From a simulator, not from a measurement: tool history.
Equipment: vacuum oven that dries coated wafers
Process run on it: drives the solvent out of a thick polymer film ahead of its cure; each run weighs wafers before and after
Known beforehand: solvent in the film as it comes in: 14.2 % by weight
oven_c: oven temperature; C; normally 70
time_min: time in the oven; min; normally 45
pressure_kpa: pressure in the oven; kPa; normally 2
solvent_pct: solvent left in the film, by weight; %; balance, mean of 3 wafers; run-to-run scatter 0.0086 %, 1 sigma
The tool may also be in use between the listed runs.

run,day,oven_c,time_min,pressure_kpa,solvent_pct
1,0,70,45,2,1.419
2,4.058,70,45,2,1.429
# day 6.671: oven's thermocouples calibrated
3,7.125,70,45,2,1.636
4,10.904,70,24,2,3.378
5,13.388,70,69,2,1.119
6,15.888,70,45,2,1.6
7,18.592,70,45,2,1.616
8,21.529,85,45,2,0.576
9,23.729,85,45,2,0.58
10,27.85,70,43,2,1.681
11,30.733,70,45,2,1.61
12,34.888,80,45,2,0.777
# day 37.575: vacuum gauge cleaned of residue and calibrated
13,38.858,70,45,2,1.481
14,41.004,65,45,2,2.146
15,43.046,79,45,2,0.752
16,45.658,79,45,2,0.752
17,47.5,57,45,2,3.658
18,49.504,70,45,2,1.453
19,51.45,70,45,2,1.455
20,55.379,70,45,2,1.439
21,59.179,76,45,2,0.912
22,62.558,60,29,2.45,4.744
23,64.946,60,29,2.45,4.737
24,68.196,60,29,2.45,4.723
25,72.358,60,64,5.68,4.316
26,76.675,60,64,5.68,4.32
27,80.454,60,64,5.68,4.304
28,82.383,73,45,2,1.118
29,85.829,70,34,2,1.98
30,89.562,70,34,3.02,2.366
31,91.771,70,34,3.02,2.349

What will run 32 give?
32,95.758,70,34,3.02,?

{"run 32": {"solvent_pct": 2.359}}
With the hidden condition absent and the run-to-run variation left alone, this run would have shown solvent_pct 2.612 %.
